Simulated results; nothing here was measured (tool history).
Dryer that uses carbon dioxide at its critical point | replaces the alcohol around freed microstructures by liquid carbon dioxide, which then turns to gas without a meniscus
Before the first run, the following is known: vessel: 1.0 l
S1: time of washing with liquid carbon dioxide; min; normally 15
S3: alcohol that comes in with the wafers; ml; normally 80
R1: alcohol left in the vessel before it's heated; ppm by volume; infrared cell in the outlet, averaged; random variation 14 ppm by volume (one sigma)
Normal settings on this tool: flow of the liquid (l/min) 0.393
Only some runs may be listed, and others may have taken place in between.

{"run": 1, "day": 0.0, "S1": 15, "flow of the liquid (l/min)": 0.393, "S3": 80, "R1": 1316}
{"run": 2, "day": 1.838, "S1": 15, "flow of the liquid (l/min)": 0.393, "S3": 80, "R1": 1372}
{"run": 3, "day": 4.175, "S1": 15, "flow of the liquid (l/min)": 0.393, "S3": 80, "R1": 1397}
{"run": 4, "day": 5.288, "S1": 15, "flow of the liquid (l/min)": 0.393, "S3": 97, "R1": 1686}
{"run": 5, "day": 7.975, "S1": 15, "flow of the liquid (l/min)": 0.393, "S3": 97, "R1": 1740}
{"run": 6, "day": 9.325, "S1": 15, "flow of the liquid (l/min)": 0.393, "S3": 97, "R1": 1821}
{"run": 7, "day": 11.388, "S1": 15, "flow of the liquid (l/min)": 0.393, "S3": 80, "R1": 1565}
{"run": 8, "day": 13.321, "S1": 15, "flow of the liquid (l/min)": 0.393, "S3": 87, "R1": 1752}
{"run": 9, "day": 15.538, "S1": 15, "flow of the liquid (l/min)": 0.393, "S3": 52, "R1": 1140}
{"run": 10, "day": 17.317, "S1": 15, "flow of the liquid (l/min)": 0.393, "S3": 52, "R1": 1139}
{"run": 11, "day": 18.471, "S1": 15, "flow of the liquid (l/min)": 0.393, "S3": 80, "R1": 1715}
{"run": 12, "day": 20.783, "S1": 15, "flow of the liquid (l/min)": 0.393, "S3": 80, "R1": 1773}
{"run": 13, "day": 22.104, "S1": 15, "flow of the liquid (l/min)": 0.393, "S3": 80, "R1": 1860}
{"run": 14, "day": 24.758, "S1": 15, "flow of the liquid (l/min)": 0.393, "S3": 80, "R1": 1924}
{"run": 15, "day": 26.596, "S1": 15, "flow of the liquid (l/min)": 0.271, "S3": 74, "R1": 5304}
{"day": 28.362, "done": "inlet filter changed"}
{"run": 16, "day": 28.529, "S1": 14, "flow of the liquid (l/min)": 0.393, "S3": 58, "R1": 1013}
{"run": 17, "day": 30.354, "S1": 14, "flow of the liquid (l/min)": 0.393, "S3": 58, "R1": 1037}
{"run": 18, "day": 31.667, "S1": 23, "flow of the liquid (l/min)": 0.393, "S3": 77, "R1": 268}
{"run": 19, "day": 34.038, "S1": 15, "flow of the liquid (l/min)": 0.663, "S3": 80, "R1": 251}
{"run": 20, "day": 35.6, "S1": 15, "flow of the liquid (l/min)": 0.338, "S3": 43, "R1": 1127}
{"run": 21, "day": 36.888, "S1": 10, "flow of the liquid (l/min)": 0.338, "S3": 117, "R1": 9511}
{"run": 22, "day": 39.467, "S1": 17, "flow of the liquid (l/min)": 0.638, "S3": 28, "R1": 212}
{"run": 23, "day": 41.188, "S1": 11, "flow of the liquid (l/min)": 0.438, "S3": 112, "R1": 3402}
{"run": 24, "day": 42.658, "S1": 14, "flow of the liquid (l/min)": 0.266, "S3": 52, "R1": 3363}
{"day": 43.629, "done": "purifier's bed changed"}
{"run": 25, "day": 43.954, "S1": 19, "flow of the liquid (l/min)": 0.478, "S3": 112, "R1": 154}
{"run": 26, "day": 46.658, "S1": 15, "flow of the liquid (l/min)": 0.606, "S3": 98, "R1": 165}
{"run": 27, "day": 48.992, "S1": 15, "flow of the liquid (l/min)": 0.606, "S3": 98, "R1": 177}

The logged runs with the hidden state left out (each run's random variation unchanged):
Hidden conditions of the tool in this case: flow that reaches the vessel past the clogged filter, %; alcohol in the recycled carbon dioxide, ppm; drift of the gauge itself on alcohol_ppm, %.
run=1 R1=835
run=2 R1=846
run=3 R1=836
run=4 R1=1004
run=5 R1=998
run=6 R1=1030
run=7 R1=844
run=8 R1=926
run=9 R1=551
run=10 R1=538
run=11 R1=835
run=12 R1=838
run=13 R1=860
run=14 R1=858
run=15 R1=3045
run=16 R1=828
run=17 R1=832
run=18 R1=77
run=19 R1=55
run=20 R1=853
run=21 R1=8665
run=22 R1=13
run=23 R1=2747
run=24 R1=2760
run=25 R1=108
run=26 R1=107
run=27 R1=105
